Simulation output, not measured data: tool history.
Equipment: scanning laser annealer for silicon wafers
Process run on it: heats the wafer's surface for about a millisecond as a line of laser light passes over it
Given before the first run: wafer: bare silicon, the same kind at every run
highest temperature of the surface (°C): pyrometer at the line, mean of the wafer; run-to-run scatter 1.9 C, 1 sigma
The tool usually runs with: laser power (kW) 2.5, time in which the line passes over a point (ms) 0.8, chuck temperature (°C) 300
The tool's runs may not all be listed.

run,hour,laser power (kW),time in which the line passes over a point (ms),chuck temperature (°C),highest temperature of the surface (°C)
1,0,2.5,0.8,300,1096
2,19.3,2.5,0.8,300,1094
3,44.5,2.5,0.8,300,1096
4,75.4,2.5,0.8,300,1090
5,114.8,2.255,0.8,300,1003
6,144.3,2.5,0.8,273,1056
7,182.8,2.5,0.8,273,1052
# hour 189.5: laser's power meter calibrated
8,218.2,2.5,0.589,287,948
9,255.3,2.24,0.772,318,992
# hour 285.2: laser's power meter calibrated, once more
# hour 293: window over the wafer cleaned
10,294.6,2.5,0.8,289,1112
11,313.8,2.194,0.699,298,957
12,335.3,2.5,0.8,261,1080
13,360,2.5,0.8,261,1077

Forecast each of these 5 alternatives for the next run:
A,379.9,2.44,0.872,321,?
B,379.9,2.5,0.799,261,?
C,379.9,2.5,0.632,261,?
D,379.9,2.603,0.8,267,?
E,379.9,2.581,0.989,300,?

run,highest temperature of the surface (°C)
A,1155
B,1075
C,975
D,1119
E,1245
With the hidden condition removed and each run's random variation left untouched, the same runs would have given:
run,highest temperature of the surface (°C)
A,1167
B,1087
C,985
D,1131
E,1258
